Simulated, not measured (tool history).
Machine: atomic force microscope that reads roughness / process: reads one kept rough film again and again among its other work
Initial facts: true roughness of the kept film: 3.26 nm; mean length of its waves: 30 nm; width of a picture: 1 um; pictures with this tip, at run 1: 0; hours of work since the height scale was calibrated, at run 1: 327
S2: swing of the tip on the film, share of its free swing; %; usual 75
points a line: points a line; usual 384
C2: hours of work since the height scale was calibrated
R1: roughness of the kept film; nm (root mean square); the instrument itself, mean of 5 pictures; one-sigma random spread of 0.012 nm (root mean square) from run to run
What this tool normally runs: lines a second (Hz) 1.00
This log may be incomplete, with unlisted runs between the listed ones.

{"run": 1, "hour": 0.0, "lines a second (Hz)": 1.0, "S2": 75, "points a line": 384, "pictures with this tip": 0, "C2": 327, "R1": 2.775}
{"run": 2, "hour": 21.6, "lines a second (Hz)": 1.0, "S2": 76, "points a line": 384, "pictures with this tip": 50, "C2": 342, "R1": 2.666}
{"run": 3, "hour": 36.4, "lines a second (Hz)": 1.0, "S2": 76, "points a line": 384, "pictures with this tip": 85, "C2": 352, "R1": 2.649}
{"run": 4, "hour": 58.7, "lines a second (Hz)": 1.0, "S2": 75, "points a line": 384, "pictures with this tip": 138, "C2": 367, "R1": 2.587}
{"run": 5, "hour": 79.3, "lines a second (Hz)": 1.0, "S2": 75, "points a line": 384, "pictures with this tip": 186, "C2": 381, "R1": 2.509}
{"hour": 87.3, "done": "new tip fitted"}
{"run": 6, "hour": 106.5, "lines a second (Hz)": 1.0, "S2": 75, "points a line": 384, "pictures with this tip": 45, "C2": 399, "R1": 2.713}
{"run": 7, "hour": 135.0, "lines a second (Hz)": 1.0, "S2": 83, "points a line": 384, "pictures with this tip": 112, "C2": 419, "R1": 2.538}
{"run": 8, "hour": 153.6, "lines a second (Hz)": 1.0, "S2": 83, "points a line": 384, "pictures with this tip": 156, "C2": 432, "R1": 2.463}
{"hour": 174.7, "done": "new tip fitted"}
{"run": 9, "hour": 179.4, "lines a second (Hz)": 1.0, "S2": 83, "points a line": 384, "pictures with this tip": 11, "C2": 449, "R1": 2.648}
{"run": 10, "hour": 206.1, "lines a second (Hz)": 1.0, "S2": 83, "points a line": 259, "pictures with this tip": 74, "C2": 467, "R1": 2.571}
{"run": 11, "hour": 233.2, "lines a second (Hz)": 1.0, "S2": 64, "points a line": 259, "pictures with this tip": 138, "C2": 486, "R1": 2.658}
{"run": 12, "hour": 249.5, "lines a second (Hz)": 1.0, "S2": 75, "points a line": 384, "pictures with this tip": 176, "C2": 497, "R1": 2.527}
{"hour": 262.5, "done": "new tip fitted"}
{"run": 13, "hour": 273.1, "lines a second (Hz)": 1.0, "S2": 75, "points a line": 384, "pictures with this tip": 25, "C2": 513, "R1": 2.745}
{"run": 14, "hour": 296.5, "lines a second (Hz)": 1.0, "S2": 75, "points a line": 384, "pictures with this tip": 80, "C2": 529, "R1": 2.659}
{"run": 15, "hour": 319.1, "lines a second (Hz)": 1.0, "S2": 75, "points a line": 384, "pictures with this tip": 133, "C2": 545, "R1": 2.58}
{"run": 16, "hour": 330.9, "lines a second (Hz)": 1.0, "S2": 75, "points a line": 384, "pictures with this tip": 161, "C2": 553, "R1": 2.567}
{"run": 17, "hour": 347.9, "lines a second (Hz)": 1.17, "S2": 75, "points a line": 384, "pictures with this tip": 201, "C2": 564, "R1": 2.494}
{"hour": 349.6, "done": "new tip fitted"}
{"run": 18, "hour": 365.8, "lines a second (Hz)": 1.17, "S2": 75, "points a line": 384, "pictures with this tip": 38, "C2": 576, "R1": 2.708}
{"run": 19, "hour": 389.4, "lines a second (Hz)": 1.17, "S2": 75, "points a line": 384, "pictures with this tip": 93, "C2": 592, "R1": 2.615}
{"run": 20, "hour": 414.4, "lines a second (Hz)": 1.0, "S2": 75, "points a line": 266, "pictures with this tip": 152, "C2": 610, "R1": 2.554}
{"run": 21, "hour": 426.7, "lines a second (Hz)": 1.0, "S2": 75, "points a line": 266, "pictures with this tip": 181, "C2": 618, "R1": 2.524}
{"hour": 436.9, "done": "new tip fitted"}
{"run": 22, "hour": 455.4, "lines a second (Hz)": 1.0, "S2": 75, "points a line": 266, "pictures with this tip": 44, "C2": 637, "R1": 2.693}
{"run": 23, "hour": 481.2, "lines a second (Hz)": 1.0, "S2": 75, "points a line": 266, "pictures with this tip": 104, "C2": 655, "R1": 2.582}
{"run": 24, "hour": 504.1, "lines a second (Hz)": 1.51, "S2": 75, "points a line": 384, "pictures with this tip": 158, "C2": 671, "R1": 2.437}
{"hour": 524.6, "done": "new tip fitted"}
{"run": 25, "hour": 528.9, "lines a second (Hz)": 1.51, "S2": 75, "points a line": 384, "pictures with this tip": 10, "C2": 687, "R1": 2.683}
{"run": 26, "hour": 555.3, "lines a second (Hz)": 1.51, "S2": 75, "points a line": 384, "pictures with this tip": 72, "C2": 706, "R1": 2.602}
{"run": 27, "hour": 570.0, "lines a second (Hz)": 0.97, "S2": 57, "points a line": 379, "pictures with this tip": 107, "C2": 716, "R1": 2.799}
{"run": 28, "hour": 583.9, "lines a second (Hz)": 0.97, "S2": 57, "points a line": 379, "pictures with this tip": 140, "C2": 725, "R1": 2.747}
{"run": 29, "hour": 609.5, "lines a second (Hz)": 1.01, "S2": 75, "points a line": 384, "pictures with this tip": 200, "C2": 743, "R1": 2.511}
{"hour": 611.7, "done": "new tip fitted"}
{"run": 30, "hour": 627.8, "lines a second (Hz)": 1.01, "S2": 63, "points a line": 753, "pictures with this tip": 38, "C2": 755, "R1": 2.842}
{"run": 31, "hour": 652.7, "lines a second (Hz)": 0.51, "S2": 59, "points a line": 310, "pictures with this tip": 96, "C2": 772, "R1": 2.83}
{"run": 32, "hour": 673.8, "lines a second (Hz)": 1.0, "S2": 80, "points a line": 474, "pictures with this tip": 146, "C2": 787, "R1": 2.543}
{"hour": 699.3, "done": "new tip fitted"}
{"run": 33, "hour": 699.3, "lines a second (Hz)": 2.05, "S2": 58, "points a line": 492, "pictures with this tip": 0, "C2": 804, "R1": 2.876}
{"run": 34, "hour": 714.8, "lines a second (Hz)": 1.79, "S2": 58, "points a line": 575, "pictures with this tip": 36, "C2": 814, "R1": 2.829}
{"run": 35, "hour": 741.7, "lines a second (Hz)": 1.79, "S2": 64, "points a line": 289, "pictures with this tip": 99, "C2": 833, "R1": 2.675}
{"run": 36, "hour": 758.5, "lines a second (Hz)": 1.05, "S2": 75, "points a line": 850, "pictures with this tip": 139, "C2": 844, "R1": 2.591}
{"run": 37, "hour": 775.0, "lines a second (Hz)": 0.54, "S2": 83, "points a line": 850, "pictures with this tip": 178, "C2": 856, "R1": 2.587}
{"hour": 787.1, "done": "new tip fitted"}
{"run": 38, "hour": 797.9, "lines a second (Hz)": 2.21, "S2": 75, "points a line": 312, "pictures with this tip": 25, "C2": 871, "R1": 2.497}
{"run": 39, "hour": 825.9, "lines a second (Hz)": 2.21, "S2": 75, "points a line": 312, "pictures with this tip": 91, "C2": 890, "R1": 2.404}
{"run": 40, "hour": 851.8, "lines a second (Hz)": 2.35, "S2": 57, "points a line": 505, "pictures with this tip": 152, "C2": 908, "R1": 2.617}
{"run": 41, "hour": 868.0, "lines a second (Hz)": 2.35, "S2": 57, "points a line": 505, "pictures with this tip": 190, "C2": 919, "R1": 2.565}
{"hour": 875.2, "done": "new tip fitted"}
{"run": 42, "hour": 884.6, "lines a second (Hz)": 2.35, "S2": 57, "points a line": 505, "pictures with this tip": 22, "C2": 930, "R1": 2.847}
{"run": 43, "hour": 912.3, "lines a second (Hz)": 2.73, "S2": 56, "points a line": 446, "pictures with this tip": 87, "C2": 949, "R1": 2.698}
{"run": 44, "hour": 923.8, "lines a second (Hz)": 2.73, "S2": 56, "points a line": 446, "pictures with this tip": 114, "C2": 957, "R1": 2.661}
{"run": 45, "hour": 939.9, "lines a second (Hz)": 1.0, "S2": 78, "points a line": 548, "pictures with this tip": 152, "C2": 968, "R1": 2.536}
{"hour": 962.7, "done": "new tip fitted"}
{"run": 46, "hour": 962.7, "lines a second (Hz)": 0.89, "S2": 63, "points a line": 796, "pictures with this tip": 0, "C2": 983, "R1": 2.971}
{"run": 47, "hour": 983.0, "lines a second (Hz)": 1.0, "S2": 75, "points a line": 453, "pictures with this tip": 47, "C2": 997, "R1": 2.751}
{"run": 48, "hour": 1002.1, "lines a second (Hz)": 2.47, "S2": 75, "points a line": 803, "pictures with this tip": 92, "C2": 1010, "R1": 2.409}
{"run": 49, "hour": 1019.6, "lines a second (Hz)": 3.18, "S2": 70, "points a line": 759, "pictures with this tip": 133, "C2": 1022, "R1": 2.354}
{"run": 50, "hour": 1036.6, "lines a second (Hz)": 3.18, "S2": 70, "points a line": 759, "pictures with this tip": 173, "C2": 1034, "R1": 2.34}
{"hour": 1050.5, "done": "new tip fitted"}
{"run": 51, "hour": 1050.5, "lines a second (Hz)": 3.18, "S2": 70, "points a line": 759, "pictures with this tip": 0, "C2": 1043, "R1": 2.542}
{"run": 52, "hour": 1069.2, "lines a second (Hz)": 3.18, "S2": 70, "points a line": 759, "pictures with this tip": 44, "C2": 1056, "R1": 2.483}

Alternative continuations, all from the tool just after run 52; predict every row:
{"run": "A", "hour": 1087.6, "lines a second (Hz)": 1.29, "S2": 63, "points a line": 287, "pictures with this tip": 87, "C2": 1069, "R1": "?"}
{"run": "B", "hour": 1087.6, "lines a second (Hz)": 2.24, "S2": 82, "points a line": 425, "pictures with this tip": 87, "C2": 1069, "R1": "?"}
{"run": "C", "hour": 1087.6, "lines a second (Hz)": 2.32, "S2": 57, "points a line": 271, "pictures with this tip": 87, "C2": 1069, "R1": "?"}

run=A R1=2.726
run=B R1=2.279
run=C R1=2.696
With no hidden state in the tool, these same runs would have given:
run=A R1=2.849
run=B R1=2.381
run=C R1=2.818
